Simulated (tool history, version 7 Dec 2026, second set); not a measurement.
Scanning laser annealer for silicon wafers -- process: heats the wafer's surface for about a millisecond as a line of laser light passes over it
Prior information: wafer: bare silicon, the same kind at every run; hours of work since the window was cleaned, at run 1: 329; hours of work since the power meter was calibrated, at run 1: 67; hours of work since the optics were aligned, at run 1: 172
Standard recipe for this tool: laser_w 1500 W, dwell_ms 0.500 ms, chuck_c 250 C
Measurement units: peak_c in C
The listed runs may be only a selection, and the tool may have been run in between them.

run   hour  laser_w  dwell_ms  chuck_c  hours of work since the window was cleaned  hours of work since the power meter was calibrated  hours of work since the optics were aligned  peak_c
  1    0.0     1500     0.500      250                                         329                                                  67                                          172    1018
  2    6.3     1500     0.500      250                                         334                                                  72                                          177    1015
  3   16.1     1500     0.500      250                                         341                                                  80                                          184    1015
  4   24.6     1284     0.500      250                                         348                                                  86                                          191     876
  5   35.3     1284     0.500      250                                         357                                                  95                                          199     873
  6   44.3     1296     0.500      250                                         364                                                 102                                          207     881
  7   53.3     1296     0.500      250                                         371                                                 109                                          214     883
  8   64.9     1500     0.370      250                                         380                                                 118                                          223     893
  9   72.8     1500     0.500      250                                         386                                                 124                                          229    1018
 10   84.3     1500     0.500      246                                         395                                                 133                                          238    1013
 11   95.8     1500     0.500      246                                         404                                                 142                                          247    1010
 12  102.6     1500     0.500      246                                         409                                                 148                                          252    1013
 13  113.4     1500     0.500      246                                         418                                                 156                                          261    1012
 14  120.8     1500     0.500      250                                         424                                                 162                                          267    1017
 15  131.0     1500     0.500      250                                         432                                                 170                                          275    1019
 16  142.6     1500     0.500      250                                         441                                                 179                                          284    1016
 17  148.5     1500     0.500      250                                         446                                                 184                                          288    1018
 18  157.6     1639     0.500      250                                         453                                                 191                                          296    1111
 19  163.2     1500     0.500      250                                         457                                                 195                                          300    1015
 20  168.5     1500     0.500      250                                         461                                                 199                                          304    1013
 21  177.9     1293     0.352      232                                         469                                                 207                                          312     741
 22  189.0     1608     0.390      265                                         477                                                 216                                          320     989
 23  198.6     1501     0.566      281                                         485                                                 223                                          328    1105
 24  209.2     1370     0.449      280                                         493                                                 231                                          336     917
 25  220.3     1370     0.449      280                                         502                                                 240                                          345     921
 26  228.8     1370     0.392      243                                         509                                                 247                                          352     832
 27  236.6     1500     0.500      240                                         515                                                 253                                          358    1005
 28  246.5     1373     0.411      250                                         523                                                 261                                          366     858
 29  257.5     1615     0.356      286                                         531                                                 269                                          374     975
 30  268.3     1461     0.356      225                                         540                                                 278                                          383     831
 31  275.1     1515     0.500      250                                         545                                                 283                                          388    1028
 32  287.3     1515     0.500      250                                         555                                                 293                                          398    1028
 33  293.9     1515     0.500      250                                         560                                                 298                                          403    1028
 34  303.3     1336     0.418      240                                         567                                                 305                                          410     833
 35  313.0     1336     0.418      240                                         575                                                 313                                          418     830
 36  323.7     1336     0.418      240                                         583                                                 321                                          426     828
 37  333.0     1640     0.459      213                                         591                                                 329                                          434    1031
 38  338.6     1314     0.427      252                                         595                                                 333                                          438     841
 39  349.4     1314     0.427      252                                         604                                                 342                                          446     835
 40  359.3     1396     0.500      213                                         611                                                 349                                          454     909

Here are 3 independent what-if runs from the current tool condition. What would each one return?
  A  371.2     1501     0.565      224                                         621                                                 359                                          464       ?
  B  371.2     1618     0.474      246                                         621                                                 359                                          464       ?
  C  371.2     1624     0.500      289                                         621                                                 359                                          464       ?

run  peak_c
  A    1047
  B    1066
  C    1143
Without the tool's hidden state the same runs would have given:
run  peak_c
  A    1048
  B    1066
  C    1144

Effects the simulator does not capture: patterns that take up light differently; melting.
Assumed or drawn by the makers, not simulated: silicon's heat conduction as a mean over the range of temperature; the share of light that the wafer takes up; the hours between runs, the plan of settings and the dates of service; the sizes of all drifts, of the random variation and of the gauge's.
